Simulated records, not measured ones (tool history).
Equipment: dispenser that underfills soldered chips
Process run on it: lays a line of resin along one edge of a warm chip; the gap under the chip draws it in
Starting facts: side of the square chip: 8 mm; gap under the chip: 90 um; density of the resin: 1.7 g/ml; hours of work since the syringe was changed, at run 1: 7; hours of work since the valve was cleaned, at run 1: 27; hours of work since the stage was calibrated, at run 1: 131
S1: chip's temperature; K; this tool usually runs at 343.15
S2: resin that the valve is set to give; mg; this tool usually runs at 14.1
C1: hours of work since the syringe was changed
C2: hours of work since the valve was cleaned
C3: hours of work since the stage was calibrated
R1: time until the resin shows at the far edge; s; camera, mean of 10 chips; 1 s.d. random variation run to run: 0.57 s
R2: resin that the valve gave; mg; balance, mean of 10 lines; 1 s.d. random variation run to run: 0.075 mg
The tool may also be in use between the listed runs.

Run 1, hour 0.0: usual settings; C1 7; C2 27; C3 131. Result: R1 73.2 s, R2 13.71 mg.
At hour 4.7: new syringe of resin.
Run 2, hour 4.7: usual settings but S1 335.15 K; C1 0; C2 30; C3 134. Result: R1 63.0 s, R2 13.89 mg.
Run 3, hour 8.5: usual settings but S2 12.2 mg; C1 2; C2 33; C3 137. Result: R1 58.1 s, R2 11.86 mg.
Run 4, hour 11.3: usual settings but S2 12.2 mg; C1 4; C2 35; C3 138. Result: R1 63.5 s, R2 11.96 mg.
Run 5, hour 16.9: usual settings but S2 12.2 mg; C1 8; C2 38; C3 142. Result: R1 80.7 s, R2 11.93 mg.
Run 6, hour 19.8: usual settings but S2 12.2 mg; C1 10; C2 40; C3 144. Result: R1 90.6 s, R2 11.90 mg.
At hour 20.5: new syringe of resin.
Run 7, hour 23.1: usual settings but S2 16.5 mg; C1 2; C2 42; C3 146. Result: R1 51.3 s, R2 15.95 mg.
Run 8, hour 26.9: usual settings; C1 4; C2 45; C3 148. Result: R1 59.5 s, R2 13.64 mg.
Run 9, hour 32.6: usual settings; C1 8; C2 48; C3 152. Result: R1 73.8 s, R2 13.53 mg.
At hour 36.7: new syringe of resin.
Run 10, hour 36.9: usual settings; C1 0; C2 51; C3 155. Result: R1 47.1 s, R2 13.68 mg.
Run 11, hour 40.4: usual settings but S1 339.15 K; C1 2; C2 53; C3 157. Result: R1 61.9 s, R2 13.48 mg.
Run 12, hour 43.8: usual settings; C1 5; C2 56; C3 159. Result: R1 63.1 s, R2 13.52 mg.
Run 13, hour 49.0: usual settings; C1 8; C2 59; C3 163. Result: R1 76.6 s, R2 13.55 mg.
At hour 52.5: new syringe of resin.
Run 14, hour 52.9: usual settings but S2 18.2 mg; C1 0; C2 61; C3 165. Result: R1 46.9 s, R2 17.48 mg.
Run 15, hour 55.5: usual settings but S2 17.5 mg; C1 2; C2 63; C3 167. Result: R1 52.7 s, R2 16.64 mg.
Run 16, hour 61.5: usual settings but S1 332.15 K; C1 6; C2 67; C3 171. Result: R1 96.5 s, R2 13.34 mg.
Run 17, hour 65.8: usual settings but S1 332.15 K; C1 9; C2 70; C3 174. Result: R1 112.1 s, R2 13.33 mg.
At hour 68.6: new syringe of resin.
Run 18, hour 69.4: usual settings but S1 332.15 K; C1 1; C2 72; C3 176. Result: R1 69.5 s, R2 13.25 mg.
Run 19, hour 72.2: usual settings but S1 342.15 K, S2 17.8 mg; C1 2; C2 74; C3 178. Result: R1 54.0 s, R2 16.72 mg.
Run 20, hour 77.2: usual settings but S1 334.15 K, S2 12.0 mg; C1 6; C2 77; C3 181. Result: R1 95.4 s, R2 11.33 mg.
Run 21, hour 81.6: usual settings but S1 339.15 K, S2 15.4 mg; C1 8; C2 80; C3 184. Result: R1 87.0 s, R2 14.51 mg.
At hour 84.4: new syringe of resin.
Run 22, hour 84.9: usual settings but S1 349.15 K; C1 0; C2 82; C3 186. Result: R1 42.0 s, R2 13.13 mg.
Run 23, hour 90.2: usual settings but S1 357.15 K, S2 14.6 mg; C1 4; C2 85; C3 189. Result: R1 38.7 s, R2 13.58 mg.
Run 24, hour 93.5: usual settings but S1 346.15 K, S2 15.4 mg; C1 6; C2 88; C3 191. Result: R1 61.4 s, R2 14.36 mg.
At hour 96.6: dispensing valve cleaned and set on the balance.
Run 25, hour 97.1: usual settings but S2 15.9 mg; C1 8; C2 0; C3 193. Result: R1 71.6 s, R2 15.88 mg.
At hour 101.6: new syringe of resin.
Run 26, hour 102.7: usual settings but S1 333.15 K, S2 12.4 mg; C1 1; C2 4; C3 197. Result: R1 70.7 s, R2 12.27 mg.
Run 27, hour 105.3: usual settings but S1 354.15 K, S2 12.8 mg; C1 2; C2 5; C3 198. Result: R1 39.7 s, R2 12.70 mg.
Run 28, hour 108.2: usual settings but S1 332.15 K, S2 12.5 mg; C1 4; C2 7; C3 200. Result: R1 88.9 s, R2 12.48 mg.
Run 29, hour 111.7: usual settings but S1 344.15 K; C1 7; C2 10; C3 202. Result: R1 65.4 s, R2 13.86 mg.
Run 30, hour 114.4: usual settings but S1 344.15 K; C1 8; C2 11; C3 204. Result: R1 71.4 s, R2 13.86 mg.
At hour 117.3: new syringe of resin.
Run 31, hour 119.4: usual settings but S1 344.15 K; C1 1; C2 15; C3 207. Result: R1 50.3 s, R2 13.98 mg.
Run 32, hour 122.5: usual settings but S1 333.15 K, S2 17.2 mg; C1 3; C2 17; C3 209. Result: R1 76.1 s, R2 16.94 mg.
Run 33, hour 128.0: usual settings but S1 339.15 K, S2 13.5 mg; C1 7; C2 20; C3 213. Result: R1 81.9 s, R2 13.28 mg.

The next listed run, before its measurement:
At hour 133.4: new syringe of resin.
Run 34, hour 134.0: usual settings but S1 339.15 K, S2 13.5 mg; C1 0; C2 24; C3 217. Result: R1 ?, R2 ?.

{"run 34": {"R1": 55.7, "R2": 13.21}}
The same run, on a tool lacking any hidden state, would have yielded R1 56.0 s, R2 13.51 mg.

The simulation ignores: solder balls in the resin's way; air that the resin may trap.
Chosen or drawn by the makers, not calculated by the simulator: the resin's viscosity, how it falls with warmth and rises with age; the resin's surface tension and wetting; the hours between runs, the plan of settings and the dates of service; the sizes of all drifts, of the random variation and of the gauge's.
